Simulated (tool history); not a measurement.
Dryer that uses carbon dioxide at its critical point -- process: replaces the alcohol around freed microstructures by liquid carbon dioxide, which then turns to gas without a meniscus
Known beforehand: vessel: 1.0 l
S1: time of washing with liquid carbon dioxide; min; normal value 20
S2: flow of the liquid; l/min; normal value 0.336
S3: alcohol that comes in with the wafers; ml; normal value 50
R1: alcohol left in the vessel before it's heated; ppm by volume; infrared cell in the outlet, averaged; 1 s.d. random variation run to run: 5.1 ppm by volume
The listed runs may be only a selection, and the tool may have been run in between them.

run 1 day=0 | S1=20 S2=0.336 S3=50 | R1=181
run 2 day=0.8 | S1=20 S2=0.336 S3=50 | R1=184
run 3 day=1.321 | S1=20 S2=0.336 S3=50 | R1=189
run 4 day=2.367 | S1=20 S2=0.336 S3=50 | R1=200
run 5 day=3.167 | S1=20 S2=0.336 S3=40 | R1=188
run 6 day=3.971 | S1=20 S2=0.354 S3=50 | R1=176
-- day=4.567 inlet filter changed
run 7 day=5.058 | S1=20 S2=0.354 S3=50 | R1=154
run 8 day=5.633 | S1=20 S2=0.431 S3=50 | R1=128
run 9 day=6.288 | S1=20 S2=0.336 S3=50 | R1=201
run 10 day=6.833 | S1=20 S2=0.532 S3=50 | R1=117
run 11 day=7.496 | S1=20 S2=0.532 S3=50 | R1=125
run 12 day=8.542 | S1=14 S2=0.261 S3=28 | R1=994

Run 13 is up next; what results do you expect?
run 13 day=9.042 | S1=18 S2=0.203 S3=95 | R1=?

{"run 13": {"R1": 3229}}
If the tool had no hidden condition, the same run with the same run-to-run variation would have returned R1 2719 ppm by volume.
